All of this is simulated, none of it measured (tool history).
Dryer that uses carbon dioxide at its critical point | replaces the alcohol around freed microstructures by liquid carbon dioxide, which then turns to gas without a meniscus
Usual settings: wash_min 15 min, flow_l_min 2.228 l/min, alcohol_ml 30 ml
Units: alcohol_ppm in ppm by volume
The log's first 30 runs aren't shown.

run	hour	wash_min	flow_l_min	alcohol_ml	hours of work since the filter was changed	hours of work since the purifier's bed was changed	alcohol_ppm
# hour 993.8: inlet filter changed
31	999.1	14	1.41	30	2	439	300
32	1045.2	14	1.41	30	21	458	312
33	1064.4	16	3.36	114	29	466	110
34	1109.6	16	3.36	114	47	484	125
35	1131.2	9	2.88	31	56	493	174
36	1164.1	23	3.19	54	69	506	122
37	1195.6	23	3.19	54	82	519	122
38	1229.4	13	2.228	82	96	533	220
39	1249.3	11	3.08	97	104	541	171
40	1294.1	15	2.228	27	122	559	157
# hour 1332.3: purifier's bed changed
41	1335.6	15	2.228	27	138	1	26
42	1371.6	19	2.228	30	153	16	7
43	1397.2	17	2.228	26	163	26	25
44	1434.1	17	1.9	26	178	42	35
45	1457.7	20	2.37	97	188	51	26
46	1482.6	9	2.37	104	198	61	680
47	1519.3	11	2.41	21	213	76	82

Forecast each of these 3 alternatives for the next run:
A	1562.6	15	2.228	82	231	94	?
B	1562.6	20	2.95	87	231	94	?
C	1562.6	11	1.8	22	231	94	?

run	alcohol_ppm
A	109
B	36
C	235
Without the tool's hidden state the same runs would have given:
run	alcohol_ppm
A	47
B	14
C	135

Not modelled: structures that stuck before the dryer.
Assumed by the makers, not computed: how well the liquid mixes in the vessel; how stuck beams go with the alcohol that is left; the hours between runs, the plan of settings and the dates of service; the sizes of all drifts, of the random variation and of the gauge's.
